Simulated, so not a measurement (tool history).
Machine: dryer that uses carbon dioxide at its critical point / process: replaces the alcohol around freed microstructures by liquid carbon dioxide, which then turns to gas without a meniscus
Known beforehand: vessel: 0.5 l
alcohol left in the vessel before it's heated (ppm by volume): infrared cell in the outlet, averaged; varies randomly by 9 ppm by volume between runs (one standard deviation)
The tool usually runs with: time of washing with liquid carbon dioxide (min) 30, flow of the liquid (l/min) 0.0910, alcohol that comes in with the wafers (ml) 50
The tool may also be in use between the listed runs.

run    hour  time of washing with liquid carbon dioxide (min)  flow of the liquid (l/min)  alcohol that comes in with the wafers (ml)  alcohol left in the vessel before it's heated (ppm by volume)
  1     0.0                                                30                      0.0910                                          50                                                            683
  2    32.6                                                30                      0.0910                                          50                                                            705
  3    59.4                                                30                      0.0910                                          50                                                            740
  4    75.4                                                30                      0.0910                                          50                                                            729
  5   102.9                                                19                      0.0910                                          50                                                           4221
  6   119.8                                                19                      0.0910                                          50                                                           4228
  7   135.8                                                19                      0.0910                                          50                                                           4282
  8   165.7                                                30                      0.0910                                          50                                                            781
  9   179.4                                                30                      0.0910                                          50                                                            774
 10   202.8                                                30                      0.0910                                          50                                                            793
 11   236.0                                                30                      0.0910                                          50                                                            838
 12   258.1                                                30                      0.0910                                          50                                                            845
 13   290.3                                                43                      0.0910                                          50                                                            202
 14   316.7                                                43                      0.0910                                          50                                                            203
 15   341.7                                                43                      0.0910                                          50                                                            198
 16   369.8                                                43                      0.0910                                          50                                                            152
 17   403.6                                                43                      0.0910                                          50                                                            163
 18   420.7                                                30                      0.0910                                          50                                                            628
 19   441.5                                                30                      0.0910                                          50                                                            654
 20   472.0                                                30                      0.0910                                          50                                                            659
 21   505.4                                                30                      0.0910                                          50                                                            698
 22   527.4                                                30                      0.0910                                          50                                                            683
 23   555.9                                                30                      0.0910                                          50                                                            710
 24   577.3                                                30                      0.0910                                          50                                                            694
 25   599.9                                                23                      0.1451                                         110                                                            501
 26   631.4                                                30                      0.1267                                         112                                                            297
 27   663.9                                                30                      0.1267                                         112                                                            304
 28   693.7                                                25                      0.0617                                         103                                                          12832
 29   725.0                                                21                      0.0892                                          58                                                           3830
 30   753.7                                                21                      0.0892                                          58                                                           3997
 31   768.1                                                33                      0.0787                                          90                                                           1764
 32   788.6                                                25                      0.0974                                          42                                                           1139
 33   813.9                                                30                      0.0910                                          84                                                           1314
 34   840.4                                                35                      0.1522                                         102                                                            145
 35   862.6                                                42                      0.1522                                          42                                                            147
 36   884.1                                                29                      0.1241                                          78                                                            383
 37   898.9                                                31                      0.0792                                          28                                                            871
 38   915.5                                                31                      0.0792                                          28                                                            881
 39   932.0                                                31                      0.0792                                          28                                                            898
 40   959.8                                                31                      0.0792                                          28                                                            652
 41   989.9                                                35                      0.0662                                          99                                                           2578
 42  1022.9                                                27                      0.0909                                          99                                                           1935
 43  1049.7                                                27                      0.0577                                          99                                                          10798
 44  1064.0                                                25                      0.0576                                          29                                                           4144
 45  1093.8                                                25                      0.0576                                          29                                                           4087
 46  1117.6                                                23                      0.1512                                          47                                                            266
 47  1133.5                                                39                      0.0682                                         116                                                           1796

Not shown here: 2 entries made in the log between runs. Locate each between two listed runs and compare the hidden state at the listed run before it with the hidden state at the listed run after it:
After run 15, before run 16: inlet filter changed (hour 366.2)
  flow that reaches the vessel past the clogged filter, %: 91.1 -> 99.8; alcohol in the recycled carbon dioxide, ppm: 106.1 -> 107.9
  measured value less the no-hidden-state value, alcohol left in the vessel before it's heated (ppm by volume): +150 -> +101
After run 39, before run 40: inlet filter changed (hour 947.7)
  flow that reaches the vessel past the clogged filter, %: 91.1 -> 99.6; alcohol in the recycled carbon dioxide, ppm: 146 -> 147.9
  measured value less the no-hidden-state value, alcohol left in the vessel before it's heated (ppm by volume): +399 -> +153
